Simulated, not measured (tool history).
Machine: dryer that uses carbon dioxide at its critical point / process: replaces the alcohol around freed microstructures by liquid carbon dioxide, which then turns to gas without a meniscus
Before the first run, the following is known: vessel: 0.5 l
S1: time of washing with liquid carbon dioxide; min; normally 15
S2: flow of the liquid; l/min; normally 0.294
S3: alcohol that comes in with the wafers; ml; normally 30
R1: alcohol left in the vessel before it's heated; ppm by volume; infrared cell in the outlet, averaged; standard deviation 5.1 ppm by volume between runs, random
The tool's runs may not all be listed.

run   hour  S1     S2  S3   R1
  1      0  15  0.294  30   90
  2    6.8  15  0.294  30   96
  3   16.1  15  0.294  30   87
  4   28.3  15  0.294  30  109
  5   36.4  15  0.294  30  100
  6   48.4  15  0.294  30   95
  7   56.2  15  0.294  30   97
  8   68.1  15  0.294  30   99
  9   77.5  15  0.294  30  108
 10   88.6  15  0.294  30  106
 11   96.2  19   0.42  46   26
 12  108.5  15   0.26  21  160
 13  114.4  15  0.245  30  276
 14  125.7  15  0.245  30  275
 15  138.5  21  0.294  77   40
 16  148.5  21  0.177  28  275

Each row is a separate what-if for the run after 16, all from the same tool condition, not one after another. Results?
  A   158  18  0.498  58   ?
  B   158  15  0.294  33   ?
  C   158  16  0.302  31   ?
  D   158  17  0.177  52   ?
  E   158  21  0.177  23   ?

run    R1
  A    34
  B   123
  C    73
  D  1296
  E   244
Had the tool no hidden state, the same runs would have come out as:
run   R1
  A    5
  B   52
  C   23
  D  841
  E  135

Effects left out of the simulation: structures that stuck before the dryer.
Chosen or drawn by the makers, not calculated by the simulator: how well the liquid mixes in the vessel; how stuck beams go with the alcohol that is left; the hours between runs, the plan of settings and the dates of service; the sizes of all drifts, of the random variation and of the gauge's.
